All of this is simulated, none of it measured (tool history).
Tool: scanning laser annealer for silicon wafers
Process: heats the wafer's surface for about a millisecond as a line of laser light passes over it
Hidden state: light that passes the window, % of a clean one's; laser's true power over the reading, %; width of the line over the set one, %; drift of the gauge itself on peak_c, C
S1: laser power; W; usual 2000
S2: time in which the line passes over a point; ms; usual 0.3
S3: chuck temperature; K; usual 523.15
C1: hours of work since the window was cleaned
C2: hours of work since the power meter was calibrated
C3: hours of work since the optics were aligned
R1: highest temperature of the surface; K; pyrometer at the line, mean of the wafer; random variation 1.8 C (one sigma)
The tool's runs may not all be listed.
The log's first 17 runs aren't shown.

run,hour,S1,S2,S3,C1,C2,C3,R1
18,658.8,2000,0.3,523.15,321,1277,539,1299.15
# hour 665.2: laser's power meter calibrated
19,697.2,2000,0.3,523.15,339,16,557,1295.15
20,718.3,2000,0.3,501.15,350,27,568,1271.15
21,748.5,1772,0.28,484.15,365,42,583,1119.15
22,791.5,1961,0.284,540.15,387,64,605,1264.15
23,829,1872,0.29,485.15,406,83,624,1179.15
# hour 843.1: laser's power meter calibrated, once more
24,873.2,1872,0.29,485.15,427,15,645,1175.15
# hour 879.8: window over the wafer cleaned
25,896.4,1872,0.29,485.15,8,26,656,1203.15
26,922.8,1872,0.29,485.15,22,40,669,1199.15
27,965.7,1872,0.29,485.15,44,61,691,1199.15

Run 28 comes next. What will it give?
28,998.1,1872,0.29,485.15,60,78,708,?

R1: 1199.15 K
Without the tool's hidden state the same run would have given R1 1216.15 K.
